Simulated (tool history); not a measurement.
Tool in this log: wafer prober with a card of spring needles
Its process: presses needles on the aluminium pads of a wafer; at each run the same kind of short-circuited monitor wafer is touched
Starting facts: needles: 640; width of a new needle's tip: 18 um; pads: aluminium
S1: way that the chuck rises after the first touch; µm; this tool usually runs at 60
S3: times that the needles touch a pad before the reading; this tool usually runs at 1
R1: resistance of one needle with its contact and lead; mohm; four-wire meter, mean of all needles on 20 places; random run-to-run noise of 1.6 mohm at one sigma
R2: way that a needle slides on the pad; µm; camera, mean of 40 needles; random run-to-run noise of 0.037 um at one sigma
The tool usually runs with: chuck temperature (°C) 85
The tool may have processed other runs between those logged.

Run 1, hour 0.0: usual settings. Result: R1 153 mohm, R2 14.42 µm.
Run 2, hour 13.7: usual settings. Result: R1 151 mohm, R2 14.49 µm.
Run 3, hour 27.0: usual settings. Result: R1 156 mohm, R2 14.46 µm.
Run 4, hour 39.0: usual settings. Result: R1 154 mohm, R2 14.47 µm.
Run 5, hour 54.0: usual settings but S1 53 µm. Result: R1 159 mohm, R2 12.75 µm.
Run 6, hour 66.6: usual settings. Result: R1 152 mohm, R2 14.43 µm.
Run 7, hour 79.7: usual settings but S1 66 µm. Result: R1 154 mohm, R2 15.85 µm.
Run 8, hour 90.1: usual settings. Result: R1 153 mohm, R2 14.42 µm.
Run 9, hour 100.0: usual settings. Result: R1 154 mohm, R2 14.46 µm.
Run 10, hour 116.8: usual settings. Result: R1 156 mohm, R2 14.45 µm.
Run 11, hour 134.5: usual settings. Result: R1 153 mohm, R2 14.41 µm.
Run 12, hour 151.6: usual settings. Result: R1 155 mohm, R2 14.43 µm.
Run 13, hour 166.2: usual settings. Result: R1 154 mohm, R2 14.43 µm.
Run 14, hour 183.8: usual settings but S1 54 µm, chuck temperature (°C) 31. Result: R1 145 mohm, R2 13.02 µm.
Run 15, hour 196.1: usual settings but chuck temperature (°C) 74. Result: R1 153 mohm, R2 14.42 µm.
Run 16, hour 209.5: usual settings but S1 50 µm, chuck temperature (°C) 34. Result: R1 147 mohm, R2 12.03 µm.
Run 17, hour 226.8: usual settings but S1 50 µm, chuck temperature (°C) 34. Result: R1 149 mohm, R2 12.04 µm.
Run 18, hour 243.4: usual settings but S1 50 µm, chuck temperature (°C) 34, S3 2. Result: R1 151 mohm, R2 11.97 µm.
Run 19, hour 260.0: usual settings but S1 50 µm, chuck temperature (°C) 34, S3 2. Result: R1 148 mohm, R2 12.06 µm.
Run 20, hour 269.2: usual settings but S1 40 µm, chuck temperature (°C) 39. Result: R1 154 mohm, R2 9.57 µm.
Run 21, hour 278.3: usual settings but S1 40 µm, chuck temperature (°C) 39. Result: R1 153 mohm, R2 9.61 µm.
Run 22, hour 292.5: usual settings but S1 51 µm, chuck temperature (°C) 76, S3 2. Result: R1 152 mohm, R2 12.31 µm.
Run 23, hour 306.1: usual settings but S1 51 µm, chuck temperature (°C) 76, S3 2. Result: R1 153 mohm, R2 12.31 µm.

Not shown here: 9 entries made in the log between runs. Locate each between two listed runs and compare the hidden state at the listed run before it with the hidden state at the listed run after it:
Between runs 2 and 3: tips cleaned on abrasive film (hour 27.0)
  debris on the tips, nm: 0.4 -> 0
Between runs 5 and 6: tips cleaned on abrasive film (hour 63.7)
  debris on the tips, nm: 0.4 -> 0.1
Between runs 8 and 9: tips cleaned on abrasive film (hour 100.0)
  debris on the tips, nm: 0.4 -> 0
Between runs 11 and 12: tips cleaned on abrasive film (hour 137.1); height of the first contact set anew (hour 141.3)
  debris on the tips, nm: 0.4 -> 0.3
Between runs 13 and 14: tips cleaned on abrasive film (hour 174.3)
  debris on the tips, nm: 0.4 -> 0.2
Between runs 16 and 17: tips cleaned on abrasive film (hour 210.6)
  debris on the tips, nm: 0.4 -> 0.3
Between runs 18 and 19: tips cleaned on abrasive film (hour 246.9)
  debris on the tips, nm: 0.4 -> 0.3
Between runs 21 and 22: tips cleaned on abrasive film (hour 283.7)
  debris on the tips, nm: 0.4 -> 0.2

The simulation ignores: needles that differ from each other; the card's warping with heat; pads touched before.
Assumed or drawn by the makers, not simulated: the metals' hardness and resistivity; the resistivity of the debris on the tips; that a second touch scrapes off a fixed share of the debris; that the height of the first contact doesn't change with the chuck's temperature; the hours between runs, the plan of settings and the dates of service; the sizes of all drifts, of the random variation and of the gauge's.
